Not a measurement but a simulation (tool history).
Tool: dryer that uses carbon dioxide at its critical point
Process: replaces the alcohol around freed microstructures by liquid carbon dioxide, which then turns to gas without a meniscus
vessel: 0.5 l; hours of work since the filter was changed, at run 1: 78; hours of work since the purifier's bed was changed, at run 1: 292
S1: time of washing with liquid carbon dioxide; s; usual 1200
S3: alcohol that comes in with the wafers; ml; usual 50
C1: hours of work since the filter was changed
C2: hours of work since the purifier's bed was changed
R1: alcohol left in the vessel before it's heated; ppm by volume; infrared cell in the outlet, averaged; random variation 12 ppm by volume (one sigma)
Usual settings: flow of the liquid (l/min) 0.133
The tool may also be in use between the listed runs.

Run 1, hour 0.0: usual settings; C1 78; C2 292. Result: R1 1028 ppm by volume.
Run 2, hour 22.1: usual settings; C1 90; C2 305. Result: R1 1054 ppm by volume.
Run 3, hour 47.4: usual settings; C1 105; C2 319. Result: R1 1032 ppm by volume.
Run 4, hour 72.6: usual settings; C1 119; C2 333. Result: R1 1124 ppm by volume.
Run 5, hour 98.1: usual settings; C1 133; C2 347. Result: R1 1170 ppm by volume.
Run 6, hour 116.1: usual settings but S1 1020 s; C1 143; C2 358. Result: R1 2253 ppm by volume.
Run 7, hour 130.6: usual settings but S1 1020 s; C1 152; C2 366. Result: R1 2240 ppm by volume.
Run 8, hour 150.9: usual settings but S3 49 ml; C1 163; C2 377. Result: R1 1217 ppm by volume.
Run 9, hour 176.5: usual settings but S3 49 ml; C1 178; C2 392. Result: R1 1261 ppm by volume.
Run 10, hour 199.1: usual settings but S3 49 ml; C1 190; C2 404. Result: R1 1336 ppm by volume.
Run 11, hour 217.1: usual settings but S3 49 ml; C1 201; C2 415. Result: R1 1336 ppm by volume.
Run 12, hour 241.9: usual settings but S1 1500 s, flow of the liquid (l/min) 0.209, S3 40 ml; C1 215; C2 429. Result: R1 115 ppm by volume.
Run 13, hour 253.8: usual settings but S1 780 s, flow of the liquid (l/min) 0.222, S3 26 ml; C1 221; C2 435. Result: R1 574 ppm by volume.
Run 14, hour 275.5: usual settings but S1 1560 s, flow of the liquid (l/min) 0.112, S3 45 ml; C1 233; C2 448. Result: R1 917 ppm by volume.
Run 15, hour 290.3: usual settings but flow of the liquid (l/min) 0.121, S3 33 ml; C1 242; C2 456. Result: R1 1474 ppm by volume.
Run 16, hour 314.9: usual settings but S1 840 s; C1 256; C2 470. Result: R1 5231 ppm by volume.
Run 17, hour 329.8: usual settings but S1 840 s; C1 264; C2 478. Result: R1 5252 ppm by volume.
Run 18, hour 356.0: usual settings but S1 720 s, flow of the liquid (l/min) 0.126, S3 102 ml; C1 279; C2 493. Result: R1 19120 ppm by volume.
Run 19, hour 381.6: usual settings but S1 1260 s, flow of the liquid (l/min) 0.179, S3 48 ml; C1 293; C2 508. Result: R1 398 ppm by volume.
Run 20, hour 405.7: usual settings but S1 1860 s, flow of the liquid (l/min) 0.083, S3 115 ml; C1 307; C2 521. Result: R1 4610 ppm by volume.
At hour 411.5: inlet filter changed.
Run 21, hour 421.6: usual settings but flow of the liquid (l/min) 0.105, S3 35 ml; C1 6; C2 530. Result: R1 1587 ppm by volume.
Run 22, hour 447.8: usual settings but S1 1560 s, flow of the liquid (l/min) 0.151; C1 20; C2 544. Result: R1 187 ppm by volume.

Forecast each of these 3 alternatives for the next run:
Run A, hour 476.5: usual settings but S1 1020 s, flow of the liquid (l/min) 0.123; C1 37; C2 561. Result: R1 ?.
Run B, hour 476.5: usual settings but S1 780 s, flow of the liquid (l/min) 0.137; C1 37; C2 561. Result: R1 ?.
Run C, hour 476.5: usual settings but S1 1380 s, flow of the liquid (l/min) 0.141; C1 37; C2 561. Result: R1 ?.

run    R1
  A  2406
  B  4194
  C   394
Without the tool's hidden state the same runs would have given:
run    R1
  A  2133
  B  3837
  C   253
